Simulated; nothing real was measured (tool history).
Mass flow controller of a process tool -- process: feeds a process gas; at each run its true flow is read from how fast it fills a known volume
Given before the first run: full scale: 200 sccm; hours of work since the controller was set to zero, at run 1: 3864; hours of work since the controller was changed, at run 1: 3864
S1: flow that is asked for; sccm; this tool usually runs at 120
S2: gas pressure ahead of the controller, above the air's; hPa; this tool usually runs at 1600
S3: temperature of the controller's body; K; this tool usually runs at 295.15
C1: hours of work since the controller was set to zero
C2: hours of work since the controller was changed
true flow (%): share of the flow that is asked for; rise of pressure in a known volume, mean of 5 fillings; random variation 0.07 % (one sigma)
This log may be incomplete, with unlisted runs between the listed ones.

{"run": 1, "hour": 0.0, "S1": 120, "S2": 1600, "S3": 295.15, "C1": 3864, "C2": 3864, "true flow (%)": 99.24}
{"run": 2, "hour": 122.6, "S1": 120, "S2": 1600, "S3": 295.15, "C1": 3947, "C2": 3947, "true flow (%)": 99.27}
{"run": 3, "hour": 231.7, "S1": 120, "S2": 1600, "S3": 295.15, "C1": 4022, "C2": 4022, "true flow (%)": 99.52}
{"run": 4, "hour": 323.7, "S1": 120, "S2": 1600, "S3": 295.15, "C1": 4084, "C2": 4084, "true flow (%)": 99.62}
{"run": 5, "hour": 432.9, "S1": 120, "S2": 1600, "S3": 295.15, "C1": 4158, "C2": 4158, "true flow (%)": 99.77}
{"run": 6, "hour": 517.0, "S1": 85, "S2": 1600, "S3": 295.15, "C1": 4215, "C2": 4215, "true flow (%)": 99.37}
{"run": 7, "hour": 626.6, "S1": 85, "S2": 1600, "S3": 295.15, "C1": 4290, "C2": 4290, "true flow (%)": 99.41}
{"run": 8, "hour": 686.9, "S1": 120, "S2": 1600, "S3": 295.15, "C1": 4331, "C2": 4331, "true flow (%)": 99.9}
{"run": 9, "hour": 785.6, "S1": 120, "S2": 1600, "S3": 295.15, "C1": 4398, "C2": 4398, "true flow (%)": 100.01}
{"run": 10, "hour": 844.1, "S1": 120, "S2": 1600, "S3": 295.15, "C1": 4438, "C2": 4438, "true flow (%)": 100.16}
{"run": 11, "hour": 904.7, "S1": 120, "S2": 1600, "S3": 295.15, "C1": 4479, "C2": 4479, "true flow (%)": 100.18}
{"run": 12, "hour": 983.8, "S1": 120, "S2": 1600, "S3": 295.15, "C1": 4533, "C2": 4533, "true flow (%)": 100.3}
{"run": 13, "hour": 1121.5, "S1": 120, "S2": 1600, "S3": 298.15, "C1": 4626, "C2": 4626, "true flow (%)": 100.06}
{"run": 14, "hour": 1181.1, "S1": 120, "S2": 1600, "S3": 298.15, "C1": 4667, "C2": 4667, "true flow (%)": 100.25}
{"run": 15, "hour": 1323.4, "S1": 70, "S2": 1860, "S3": 308.15, "C1": 4763, "C2": 4763, "true flow (%)": 98.84}
{"run": 16, "hour": 1458.5, "S1": 95, "S2": 1600, "S3": 296.15, "C1": 4855, "C2": 4855, "true flow (%)": 100.41}
{"run": 17, "hour": 1603.0, "S1": 95, "S2": 1600, "S3": 296.15, "C1": 4953, "C2": 4953, "true flow (%)": 100.58}
{"run": 18, "hour": 1714.1, "S1": 95, "S2": 1600, "S3": 296.15, "C1": 5029, "C2": 5029, "true flow (%)": 100.6}
{"run": 19, "hour": 1820.6, "S1": 95, "S2": 1600, "S3": 296.15, "C1": 5101, "C2": 5101, "true flow (%)": 100.82}
{"run": 20, "hour": 1883.2, "S1": 135, "S2": 2520, "S3": 295.15, "C1": 5144, "C2": 5144, "true flow (%)": 101.34}
{"run": 21, "hour": 1988.5, "S1": 135, "S2": 2520, "S3": 295.15, "C1": 5215, "C2": 5215, "true flow (%)": 101.4}
{"run": 22, "hour": 2086.5, "S1": 74, "S2": 1620, "S3": 295.15, "C1": 5282, "C2": 5282, "true flow (%)": 100.86}
{"run": 23, "hour": 2167.2, "S1": 33, "S2": 1810, "S3": 309.15, "C1": 5336, "C2": 5336, "true flow (%)": 99.16}
{"hour": 2232.8, "done": "gauge calibrated"}
{"run": 24, "hour": 2287.9, "S1": 33, "S2": 1810, "S3": 309.15, "C1": 5418, "C2": 5418, "true flow (%)": 97}
{"run": 25, "hour": 2372.7, "S1": 120, "S2": 1780, "S3": 308.15, "C1": 5476, "C2": 5476, "true flow (%)": 98.24}
{"run": 26, "hour": 2501.6, "S1": 120, "S2": 1780, "S3": 308.15, "C1": 5564, "C2": 5564, "true flow (%)": 98.56}

Predict each of these 3 candidate next runs independently; none follows another, all start after run 26:
{"run": "A", "hour": 2627.3, "S1": 64, "S2": 1780, "S3": 308.15, "C1": 5649, "C2": 5649, "true flow (%)": "?"}
{"run": "B", "hour": 2627.3, "S1": 120, "S2": 1450, "S3": 298.15, "C1": 5649, "C2": 5649, "true flow (%)": "?"}
{"run": "C", "hour": 2627.3, "S1": 79, "S2": 1640, "S3": 311.15, "C1": 5649, "C2": 5649, "true flow (%)": "?"}

run=A true_flow_(%)=97.76
run=B true_flow_(%)=99.34
run=C true_flow_(%)=97.81
Take away the tool's hidden state, keep each run's random variation, and the runs would have read:
run=A true_flow_(%)=97.32
run=B true_flow_(%)=98.9
run=C true_flow_(%)=97.37
